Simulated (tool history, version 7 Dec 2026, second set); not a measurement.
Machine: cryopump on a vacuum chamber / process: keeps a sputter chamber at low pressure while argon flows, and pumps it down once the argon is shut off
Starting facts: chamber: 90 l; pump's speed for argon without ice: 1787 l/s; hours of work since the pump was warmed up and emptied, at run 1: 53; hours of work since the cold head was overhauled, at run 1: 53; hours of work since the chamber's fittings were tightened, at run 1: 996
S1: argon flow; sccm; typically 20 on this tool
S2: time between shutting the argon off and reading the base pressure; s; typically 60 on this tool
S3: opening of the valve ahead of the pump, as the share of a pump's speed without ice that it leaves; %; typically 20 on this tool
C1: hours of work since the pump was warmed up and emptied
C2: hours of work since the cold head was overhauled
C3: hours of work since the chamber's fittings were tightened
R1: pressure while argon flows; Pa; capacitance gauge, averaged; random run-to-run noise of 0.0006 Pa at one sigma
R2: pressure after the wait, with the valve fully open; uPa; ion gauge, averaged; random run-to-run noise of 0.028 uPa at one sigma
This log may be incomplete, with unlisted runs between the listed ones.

| run | hour | S1 | S2 | S3 | C1 | C2 | C3 | R1 | R2 |
|---|---|---|---|---|---|---|---|---|---|
| 1 | 0 | 20 | 60 | 20 | 53 | 53 | 996 | 0.0956 | 2.23 |
| 2 | 30.8 | 20 | 60 | 20 | 69 | 69 | 1011 | 0.0948 | 2.24 |
| 3 | 63.3 | 26 | 60 | 20 | 86 | 86 | 1028 | 0.1248 | 2.26 |
| 4 | 87.6 | 26 | 60 | 20 | 98 | 98 | 1040 | 0.1246 | 2.28 |
| 5 | 109.5 | 26 | 60 | 20 | 109 | 109 | 1051 | 0.1225 | 2.28 |
| 6 | 128.1 | 26 | 60 | 20 | 118 | 118 | 1061 | 0.1237 | 2.39 |
| 7 | 155.9 | 26 | 60 | 20 | 133 | 133 | 1075 | 0.1239 | 2.37 |
| 8 | 172.9 | 26 | 60 | 20 | 141 | 141 | 1084 | 0.1243 | 2.44 |
| 9 | 188 | 19 | 60 | 20 | 149 | 149 | 1091 | 0.0898 | 2.33 |
| 10 | 203.8 | 19 | 60 | 20 | 157 | 157 | 1099 | 0.0909 | 2.36 |
| 11 | 217.7 | 19 | 60 | 20 | 164 | 164 | 1106 | 0.091 | 2.37 |
| 12 | 249 | 20 | 60 | 20 | 180 | 180 | 1122 | 0.0962 | 2.33 |
| 13 | 264.1 | 20 | 60 | 20 | 187 | 187 | 1130 | 0.0957 | 2.45 |
| 14 | 277.5 | 20 | 60 | 20 | 194 | 194 | 1137 | 0.0943 | 2.35 |
| 15 | 301.7 | 20 | 60 | 20 | 206 | 206 | 1149 | 0.0958 | 2.41 |
| 16 | 322.1 | 20 | 60 | 20 | 217 | 217 | 1159 | 0.096 | 2.49 |
| 17 | 353.5 | 20 | 60 | 20 | 233 | 233 | 1175 | 0.0969 | 2.52 |
| 18 | 386.4 | 20 | 60 | 20 | 249 | 249 | 1192 | 0.0973 | 2.47 |
| 19 | 417.2 | 16 | 121 | 20 | 265 | 265 | 1207 | 0.0771 | 1.97 |
|  | 424.2 | leaking fittings of the chamber tightened, without venting |
| 20 | 449.4 | 16 | 121 | 20 | 280 | 280 | 13 | 0.0772 | 0.8 |
| 21 | 469.8 | 16 | 121 | 20 | 291 | 291 | 23 | 0.0763 | 0.8 |
| 22 | 499.2 | 32 | 121 | 43 | 306 | 306 | 38 | 0.0732 | 0.82 |
| 23 | 520.2 | 29 | 88 | 44 | 316 | 316 | 49 | 0.066 | 1.02 |
| 24 | 540.4 | 29 | 88 | 44 | 327 | 327 | 59 | 0.0647 | 1.06 |
| 25 | 569.4 | 26 | 60 | 40 | 341 | 341 | 74 | 0.0645 | 1.43 |
| 26 | 595.5 | 26 | 60 | 40 | 355 | 355 | 87 | 0.0635 | 1.41 |
| 27 | 612.3 | 12 | 283 | 23 | 363 | 363 | 95 | 0.0512 | 0.52 |
| 28 | 644 | 12 | 283 | 23 | 379 | 379 | 112 | 0.05 | 0.56 |
| 29 | 664.5 | 12 | 283 | 35 | 390 | 390 | 122 | 0.0333 | 0.57 |
| 30 | 696.4 | 23 | 82 | 16 | 406 | 406 | 138 | 0.1405 | 1.21 |
| 31 | 716.1 | 23 | 165 | 17 | 416 | 416 | 148 | 0.1295 | 0.79 |
| 32 | 732.3 | 9 | 165 | 41 | 424 | 424 | 156 | 0.0218 | 0.76 |

The next listed run, before its measurement:
| 33 | 761.3 | 9 | 47 | 41 | 439 | 439 | 171 | ? | ? |

R1: 0.0215 Pa
R2: 1.86 uPa
With the hidden condition absent and the run-to-run variation left alone, this run would have shown R1 0.0203 Pa, R2 1.66 uPa.
